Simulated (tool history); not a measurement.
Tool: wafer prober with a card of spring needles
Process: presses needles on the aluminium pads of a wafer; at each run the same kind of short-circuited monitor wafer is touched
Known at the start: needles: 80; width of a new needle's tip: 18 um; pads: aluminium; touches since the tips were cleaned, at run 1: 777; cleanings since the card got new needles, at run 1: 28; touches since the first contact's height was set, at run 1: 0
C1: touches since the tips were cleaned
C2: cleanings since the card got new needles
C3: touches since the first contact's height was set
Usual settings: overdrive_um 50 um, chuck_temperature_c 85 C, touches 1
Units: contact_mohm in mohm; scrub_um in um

Run 1, hour 0.0: usual settings; C1 777; C2 28; C3 0. Result: contact_mohm 111 mohm, scrub_um 11.10 um.
At hour 10.6: tips cleaned on abrasive film.
At hour 22.5: tips cleaned on abrasive film.
At hour 36.4: tips cleaned on abrasive film.
Run 2, hour 38.4: usual settings; C1 620; C2 31; C3 11455. Result: contact_mohm 112 mohm, scrub_um 11.12 um.
At hour 48.9: tips cleaned on abrasive film.
At hour 62.1: tips cleaned on abrasive film.
At hour 75.5: tips cleaned on abrasive film.
Run 3, hour 78.7: usual settings; C1 942; C2 34; C3 23447. Result: contact_mohm 111 mohm, scrub_um 11.13 um.
At hour 87.1: tips cleaned on abrasive film.
At hour 100.9: tips cleaned on abrasive film.
At hour 113.8: tips cleaned on abrasive film.
Run 4, hour 119.7: usual settings but overdrive_um 43 um; C1 1759; C2 37; C3 35674. Result: contact_mohm 115 mohm, scrub_um 9.57 um.
At hour 127.0: tips cleaned on abrasive film.
At hour 138.1: tips cleaned on abrasive film.
At hour 152.1: tips cleaned on abrasive film.
Run 5, hour 154.7: usual settings but overdrive_um 43 um; C1 791; C2 40; C3 46095. Result: contact_mohm 112 mohm, scrub_um 9.53 um.
At hour 165.8: tips cleaned on abrasive film.
At hour 179.4: tips cleaned on abrasive film.
Run 6, hour 179.4: usual settings but overdrive_um 43 um; C1 0; C2 42; C3 53452. Result: contact_mohm 113 mohm, scrub_um 9.56 um.
At hour 192.6: tips cleaned on abrasive film.
At hour 206.0: tips cleaned on abrasive film.
Run 7, hour 208.7: usual settings; C1 806; C2 44; C3 62194. Result: contact_mohm 112 mohm, scrub_um 11.15 um.
At hour 219.8: tips cleaned on abrasive film.
At hour 233.1: tips cleaned on abrasive film.
Run 8, hour 240.9: usual settings; C1 2357; C2 46; C3 71808. Result: contact_mohm 110 mohm, scrub_um 11.17 um.
At hour 246.1: tips cleaned on abrasive film.
At hour 257.3: tips cleaned on abrasive film.
At hour 270.9: tips cleaned on abrasive film.
Run 9, hour 276.6: usual settings but chuck_temperature_c 57 C; C1 1695; C2 49; C3 82427. Result: contact_mohm 106 mohm, scrub_um 11.13 um.
At hour 282.2: tips cleaned on abrasive film.
At hour 295.5: tips cleaned on abrasive film.
Run 10, hour 306.4: usual settings but chuck_temperature_c 57 C; C1 3267; C2 51; C3 91328. Result: contact_mohm 109 mohm, scrub_um 11.19 um.
At hour 308.8: tips cleaned on abrasive film.
At hour 322.5: tips cleaned on abrasive film.
At hour 334.5: tips cleaned on abrasive film.
Run 11, hour 339.1: usual settings but chuck_temperature_c 57 C; C1 1375; C2 54; C3 101057. Result: contact_mohm 107 mohm, scrub_um 11.14 um.
At hour 346.9: tips cleaned on abrasive film.
At hour 354.6: height of the first contact set anew.
At hour 359.8: tips cleaned on abrasive film.
At hour 371.5: tips cleaned on abrasive film.
Run 12, hour 371.5: usual settings but touches 2; C1 0; C2 57; C3 5003. Result: contact_mohm 111 mohm, scrub_um 11.15 um.
At hour 384.9: tips cleaned on abrasive film.
Run 13, hour 393.5: usual settings but touches 2; C1 2581; C2 58; C3 11579. Result: contact_mohm 111 mohm, scrub_um 11.16 um.
At hour 398.7: tips cleaned on abrasive film.
At hour 412.3: tips cleaned on abrasive film.
At hour 425.1: tips cleaned on abrasive film.
Run 14, hour 427.4: usual settings but overdrive_um 68 um; C1 690; C2 61; C3 21673. Result: contact_mohm 108 mohm, scrub_um 15.21 um.
At hour 438.2: tips cleaned on abrasive film.
At hour 451.7: tips cleaned on abrasive film.
At hour 465.6: tips cleaned on abrasive film.
Run 15, hour 476.6: usual settings but overdrive_um 68 um; C1 3288; C2 64; C3 36357. Result: contact_mohm 107 mohm, scrub_um 15.19 um.
At hour 479.2: tips cleaned on abrasive film.
At hour 491.7: tips cleaned on abrasive film.
Run 16, hour 498.9: usual settings but overdrive_um 44 um, chuck_temperature_c 25 C; C1 2159; C2 66; C3 43007. Result: contact_mohm 104 mohm, scrub_um 9.87 um.
At hour 504.3: tips cleaned on abrasive film.
At hour 517.5: tips cleaned on abrasive film.
Run 17, hour 522.1: usual settings but overdrive_um 39 um, chuck_temperature_c 104 C, touches 2; C1 1392; C2 68; C3 49910. Result: contact_mohm 117 mohm, scrub_um 8.77 um.
At hour 530.5: tips cleaned on abrasive film.
At hour 543.0: tips cleaned on abrasive film.
At hour 555.8: tips cleaned on abrasive film.
Run 18, hour 555.8: usual settings but touches 2; C1 0; C2 71; C3 59931. Result: contact_mohm 112 mohm, scrub_um 11.20 um.
At hour 569.3: tips cleaned on abrasive film.
At hour 583.2: tips cleaned on abrasive film.
At hour 596.7: tips cleaned on abrasive film.
Run 19, hour 597.9: usual settings but overdrive_um 63 um, chuck_temperature_c 43 C; C1 344; C2 74; C3 72486. Result: contact_mohm 104 mohm, scrub_um 14.09 um.
At hour 608.9: tips cleaned on abrasive film.
At hour 620.1: tips cleaned on abrasive film.
At hour 633.9: tips cleaned on abrasive film.
Run 20, hour 639.6: usual settings but overdrive_um 57 um, chuck_temperature_c 25 C, touches 2; C1 1695; C2 77; C3 84928. Result: contact_mohm 105 mohm, scrub_um 12.77 um.
At hour 645.2: tips cleaned on abrasive film.
At hour 658.7: tips cleaned on abrasive film.
Run 21, hour 660.1: usual settings but overdrive_um 39 um, chuck_temperature_c 62 C, touches 2; C1 419; C2 79; C3 91028. Result: contact_mohm 111 mohm, scrub_um 8.73 um.
At hour 671.3: tips cleaned on abrasive film.
At hour 684.2: tips cleaned on abrasive film.
Run 22, hour 684.3: usual settings but touches 2; C1 4; C2 81; C3 98223. Result: contact_mohm 111 mohm, scrub_um 11.23 um.
At hour 698.0: tips cleaned on abrasive film.
At hour 708.2: height of the first contact set anew.
At hour 711.0: tips cleaned on abrasive film.
At hour 723.5: tips cleaned on abrasive film.
Run 23, hour 726.3: usual settings but overdrive_um 31 um, chuck_temperature_c 50 C, touches 2; C1 843; C2 84; C3 5374. Result: contact_mohm 115 mohm, scrub_um 6.96 um.
At hour 737.3: tips cleaned on abrasive film.
At hour 751.2: tips cleaned on abrasive film.
Run 24, hour 753.0: usual settings but overdrive_um 34 um, chuck_temperature_c 50 C, touches 3; C1 535; C2 86; C3 13331. Result: contact_mohm 115 mohm, scrub_um 7.66 um.
At hour 763.6: tips cleaned on abrasive film.
Run 25, hour 773.6: usual settings but overdrive_um 59 um, chuck_temperature_c 50 C, touches 3; C1 3020; C2 87; C3 19513. Result: contact_mohm 108 mohm, scrub_um 13.25 um.
At hour 776.5: tips cleaned on abrasive film.
At hour 789.5: tips cleaned on abrasive film.
Run 26, hour 794.3: usual settings but overdrive_um 59 um, chuck_temperature_c 50 C, touches 3; C1 1438; C2 89; C3 25659. Result: contact_mohm 103 mohm, scrub_um 13.28 um.
At hour 801.5: tips cleaned on abrasive film.
At hour 812.6: tips cleaned on abrasive film.
At hour 824.9: tips cleaned on abrasive film.
Run 27, hour 824.9: usual settings but overdrive_um 55 um, chuck_temperature_c 29 C; C1 0; C2 92; C3 34763. Result: contact_mohm 101 mohm, scrub_um 12.35 um.
At hour 837.9: tips cleaned on abrasive film.
At hour 849.0: tips cleaned on abrasive film.
At hour 860.5: tips cleaned on abrasive film.
Run 28, hour 860.5: usual settings but overdrive_um 44 um, chuck_temperature_c 44 C, touches 2; C1 0; C2 95; C3 45352. Result: contact_mohm 105 mohm, scrub_um 9.87 um.
At hour 873.4: tips cleaned on abrasive film.
At hour 886.9: tips cleaned on abrasive film.
At hour 899.6: tips cleaned on abrasive film.
Run 29, hour 902.8: usual settings but overdrive_um 44 um, chuck_temperature_c 44 C; C1 973; C2 98; C3 57982. Result: contact_mohm 109 mohm, scrub_um 9.89 um.

Forecast each of these 4 alternatives for the next run:
At hour 911.1: tips cleaned on abrasive film.
At hour 924.7: tips cleaned on abrasive film.
Run A, hour 929.8: usual settings but chuck_temperature_c 41 C; C1 1535; C2 100; C3 66019. Result: contact_mohm ?, scrub_um ?.
At hour 911.1: tips cleaned on abrasive film.
At hour 924.7: tips cleaned on abrasive film.
Run B, hour 929.8: usual settings but overdrive_um 67 um, chuck_temperature_c 44 C; C1 1535; C2 100; C3 66019. Result: contact_mohm ?, scrub_um ?.
At hour 911.1: tips cleaned on abrasive film.
At hour 924.7: tips cleaned on abrasive film.
Run C, hour 929.8: usual settings but chuck_temperature_c 25 C, touches 2; C1 1535; C2 100; C3 66019. Result: contact_mohm ?, scrub_um ?.
At hour 911.1: tips cleaned on abrasive film.
At hour 924.7: tips cleaned on abrasive film.
Run D, hour 929.8: usual settings but chuck_temperature_c 76 C, touches 2; C1 1535; C2 100; C3 66019. Result: contact_mohm ?, scrub_um ?.

run  contact_mohm  scrub_um
  A           105     11.27
  B           105     15.09
  C           105     11.25
  D           111     11.27
Without the tool's hidden state the same runs would have given:
run  contact_mohm  scrub_um
  A           105     11.10
  B           104     14.86
  C           104     11.08
  D           110     11.10
